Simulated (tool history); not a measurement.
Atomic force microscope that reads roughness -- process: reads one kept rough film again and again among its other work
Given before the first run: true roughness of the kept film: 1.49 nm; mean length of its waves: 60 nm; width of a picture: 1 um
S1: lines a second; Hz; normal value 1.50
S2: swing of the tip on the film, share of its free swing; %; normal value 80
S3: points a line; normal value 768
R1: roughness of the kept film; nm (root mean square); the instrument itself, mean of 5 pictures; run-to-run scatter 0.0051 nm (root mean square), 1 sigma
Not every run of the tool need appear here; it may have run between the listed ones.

run     day    S1  S2   S3     R1
  1   0.000  1.50  80  768  1.367
  2   2.262  1.50  80  768  1.337
      3.146  -- new tip fitted
  3   3.579  1.50  80  768  1.365
  4   5.367  1.50  80  768  1.372
  5   7.029  1.50  80  768  1.367
  6   8.712  1.50  80  768  1.349
  7   9.725  1.50  80  768  1.356
      9.946  -- new tip fitted
  8  12.054  1.50  80  768  1.367
  9  14.154  1.50  80  768  1.366
 10  15.992  0.69  80  768  1.398
     16.771  -- new tip fitted
 11  17.417  0.69  80  768  1.422
 12  19.300  0.69  80  768  1.412
 13  20.817  0.69  80  768  1.398
 14  21.958  0.69  80  768  1.396
     23.671  -- new tip fitted
 15  23.912  0.69  80  768  1.408
 16  25.433  0.69  80  768  1.411
     25.592  -- height scale calibrated on a step standard
 17  27.079  0.69  80  768  1.395
 18  29.067  0.69  80  768  1.386
 19  30.029  1.50  72  768  1.365
     30.479  -- new tip fitted
     31.704  -- height scale calibrated on a step standard, once more
 20  31.825  0.74  77  362  1.440
 21  34.046  1.48  57  409  1.448
 22  35.029  0.51  62  409  1.442
 23  36.512  0.51  79  409  1.414
     37.346  -- new tip fitted
 24  38.762  0.71  77  639  1.429
 25  40.417  1.50  80  329  1.376
 26  42.542  1.50  74  768  1.394
 27  43.592  3.68  59  930  1.391
     44.267  -- new tip fitted
 28  45.888  2.55  72  768  1.369
 29  47.758  2.55  72  768  1.362
 30  49.008  1.57  63  768  1.423
     51.008  -- new tip fitted
 31  51.379  1.57  63  768  1.440

Each row is a separate what-if for the run after 31, all from the same tool condition, not one after another. Results?
  A  53.754  0.96  66  699   ?
  B  53.754  1.00  73  846   ?
  C  53.754  1.50  80  402   ?

run     R1
  A  1.442
  B  1.426
  C  1.370
Without the tool's unlogged condition, the same runs would have read:
run     R1
  A  1.459
  B  1.443
  C  1.386
